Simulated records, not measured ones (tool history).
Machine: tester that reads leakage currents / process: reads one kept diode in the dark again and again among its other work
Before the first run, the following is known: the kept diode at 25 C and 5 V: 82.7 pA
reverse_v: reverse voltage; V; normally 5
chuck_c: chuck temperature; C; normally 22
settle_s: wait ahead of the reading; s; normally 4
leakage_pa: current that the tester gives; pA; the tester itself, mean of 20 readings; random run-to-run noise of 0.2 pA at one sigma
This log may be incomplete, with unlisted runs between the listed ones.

run 1 hour=0 | reverse_v=5 chuck_c=22 settle_s=4 | leakage_pa=76.18
run 2 hour=118.4 | reverse_v=5 chuck_c=44 settle_s=4 | leakage_pa=450.74
run 3 hour=326.7 | reverse_v=5 chuck_c=44 settle_s=4 | leakage_pa=455.54
run 4 hour=537.2 | reverse_v=5 chuck_c=22 settle_s=4 | leakage_pa=79.38
run 5 hour=729.5 | reverse_v=5 chuck_c=22 settle_s=4 | leakage_pa=80.39
run 6 hour=877.4 | reverse_v=5 chuck_c=22 settle_s=1.77 | leakage_pa=81.66
run 7 hour=1054.4 | reverse_v=5 chuck_c=22 settle_s=1.77 | leakage_pa=82.52
run 8 hour=1243.3 | reverse_v=5 chuck_c=22 settle_s=1.77 | leakage_pa=83.56
run 9 hour=1351.1 | reverse_v=5 chuck_c=22 settle_s=1.77 | leakage_pa=84.98
run 10 hour=1452.4 | reverse_v=5 chuck_c=36 settle_s=4 | leakage_pa=254.46
-- hour=1535.4 probe card cleaned and baked
run 11 hour=1592 | reverse_v=5 chuck_c=22 settle_s=4 | leakage_pa=71.3
run 12 hour=1736.6 | reverse_v=5 chuck_c=22 settle_s=4 | leakage_pa=72.62
run 13 hour=1881.5 | reverse_v=5 chuck_c=22 settle_s=4 | leakage_pa=73.29
run 14 hour=2025.9 | reverse_v=5 chuck_c=22 settle_s=1.7 | leakage_pa=74.7
run 15 hour=2190.5 | reverse_v=5 chuck_c=22 settle_s=1.7 | leakage_pa=76.22
run 16 hour=2384.2 | reverse_v=5 chuck_c=22 settle_s=1.7 | leakage_pa=77.07
run 17 hour=2602.5 | reverse_v=5 chuck_c=22 settle_s=1.7 | leakage_pa=78.16
run 18 hour=2751.3 | reverse_v=5 chuck_c=22 settle_s=1.7 | leakage_pa=79.05
run 19 hour=2947.9 | reverse_v=5 chuck_c=25 settle_s=4 | leakage_pa=103.32
run 20 hour=3134.7 | reverse_v=5 chuck_c=25 settle_s=4 | leakage_pa=104.46
run 21 hour=3283.4 | reverse_v=9.29 chuck_c=25 settle_s=0.87 | leakage_pa=143.28
run 22 hour=3424.5 | reverse_v=1.69 chuck_c=30 settle_s=0.43 | leakage_pa=99.84

Run 23, settings as shown, results not yet in. Your forecast:
run 23 hour=3527.7 | reverse_v=1.69 chuck_c=30 settle_s=0.43 | leakage_pa=?

{"run 23": {"leakage_pa": 100.29}}
The same run, on a tool lacking any hidden state, would have yielded leakage_pa 81.21 pA.

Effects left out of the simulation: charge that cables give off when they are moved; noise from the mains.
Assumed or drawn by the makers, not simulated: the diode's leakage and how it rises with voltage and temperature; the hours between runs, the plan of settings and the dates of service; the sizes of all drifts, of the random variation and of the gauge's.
